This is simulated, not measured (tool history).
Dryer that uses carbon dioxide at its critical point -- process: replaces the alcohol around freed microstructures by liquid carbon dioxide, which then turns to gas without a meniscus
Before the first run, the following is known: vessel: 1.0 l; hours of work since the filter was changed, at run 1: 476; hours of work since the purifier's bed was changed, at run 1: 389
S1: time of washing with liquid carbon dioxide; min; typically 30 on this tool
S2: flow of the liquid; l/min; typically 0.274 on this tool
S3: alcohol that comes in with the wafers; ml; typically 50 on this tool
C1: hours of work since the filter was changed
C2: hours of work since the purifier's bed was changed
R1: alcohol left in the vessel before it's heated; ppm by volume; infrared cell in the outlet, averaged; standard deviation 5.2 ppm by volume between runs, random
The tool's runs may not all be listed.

run	hour	S1	S2	S3	C1	C2	R1
1	0	30	0.274	50	476	389	299
2	28.4	30	0.274	50	492	406	303
# hour 33.3: inlet filter changed
3	47.9	29	0.274	50	9	417	221
4	84.6	29	0.274	50	30	438	244
5	105.9	29	0.274	50	43	451	232
6	140.1	29	0.274	50	63	471	246
7	176.6	29	0.191	50	84	492	1004
8	210.8	29	0.191	50	104	512	1045
9	249.1	30	0.197	50	126	534	837
10	275.4	33	0.274	50	142	550	196
11	311.2	33	0.274	50	163	571	199
12	347.4	33	0.274	50	184	592	202
13	370.2	33	0.274	50	197	605	217
14	393.3	30	0.266	50	211	619	315
15	411.4	36	0.274	50	222	630	191
16	437.4	30	0.274	50	237	645	290
17	467.7	30	0.274	50	255	663	304
18	496.8	30	0.274	50	272	680	319
19	528	30	0.274	50	290	698	324
20	562.8	30	0.172	83	310	718	2805
21	598.5	30	0.408	83	331	739	186
22	635.7	27	0.19	23	353	761	918
23	652.6	41	0.228	32	363	771	241
24	684.2	41	0.228	32	381	790	247
25	708.9	41	0.228	32	396	804	250
26	745.7	30	0.228	82	418	826	1035
27	775.2	18	0.386	91	435	843	879
28	797.6	38	0.216	118	448	856	689
29	814.5	38	0.216	118	458	866	723
30	837.7	38	0.216	28	471	879	332
31	866.8	30	0.4	103	489	897	240
# hour 877.8: inlet filter changed
32	886.2	34	0.247	103	5	907	393
33	915.7	34	0.247	103	22	925	399
34	939.5	30	0.274	50	36	939	314
35	962.6	30	0.186	52	50	952	1109
36	1000.1	21	0.169	52	72	974	4220

Predict each of these 4 candidate next runs independently; none follows another, all start after run 36:
A	1031.3	21	0.223	52	90	992	?
B	1031.3	19	0.305	50	90	992	?
C	1031.3	18	0.367	109	90	992	?
D	1031.3	39	0.332	31	90	992	?

run	R1
A	1899
B	859
C	911
D	230
Without the tool's hidden state the same runs would have given:
run	R1
A	1529
B	563
C	599
D	1
